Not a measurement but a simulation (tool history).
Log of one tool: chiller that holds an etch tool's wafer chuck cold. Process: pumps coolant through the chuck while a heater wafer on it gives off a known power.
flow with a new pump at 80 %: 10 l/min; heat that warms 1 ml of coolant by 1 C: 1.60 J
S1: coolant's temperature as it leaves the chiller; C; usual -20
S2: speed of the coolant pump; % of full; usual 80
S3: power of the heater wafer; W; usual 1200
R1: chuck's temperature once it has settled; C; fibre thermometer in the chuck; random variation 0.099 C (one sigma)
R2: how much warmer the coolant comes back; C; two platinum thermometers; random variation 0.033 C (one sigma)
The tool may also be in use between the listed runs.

run,day,S1,S2,S3,R1,R2
1,0,-20,80,1200,-6.46,4.47
2,1.733,-27,80,1200,-13.69,4.45
3,3.408,-20,66,1200,-5.21,5.42
4,4.742,-20,66,1200,-5.31,5.44
5,6.417,-20,77,1200,-6.39,4.54
6,7.75,-20,80,1200,-6.56,4.4
7,9.838,-20,80,1200,-6.53,4.4
8,11.125,-20,80,656,-12.62,2.32
# day 12.762: chiller's thermometer calibrated
9,13.846,-14,76,1200,-0.27,4.54
10,16.083,-14,73,1728,6.26,6.88
11,18.612,-13,60,1728,9.57,8.3
12,19.854,-25,62,1016,-12.01,4.59
13,21.796,-25,62,1016,-12.15,4.59
14,24.625,-13,97,1016,-2.86,2.9
15,26.608,-20,64,662,-11.73,2.72
16,28.471,-20,67,1200,-5.13,5

The same runs without the tool's hidden state, with the same run-to-run variation:
The hidden state here: heat passed by the chuck's channels, % of clean ones'; flow at a given pump speed, % of a new pump's; coolant's true temperature over the reading, C; drift of the gauge itself on chuck_c, C; drift of the gauge itself on warmer_back_c, C.
run,R2
1,4.47
2,4.48
3,5.46
4,5.5
5,4.62
6,4.49
7,4.52
8,2.46
9,4.71
10,7.08
11,8.54
12,4.84
13,4.86
14,3.22
15,3.06
16,5.36
R1: within 0.02 C of the measured result in every run.
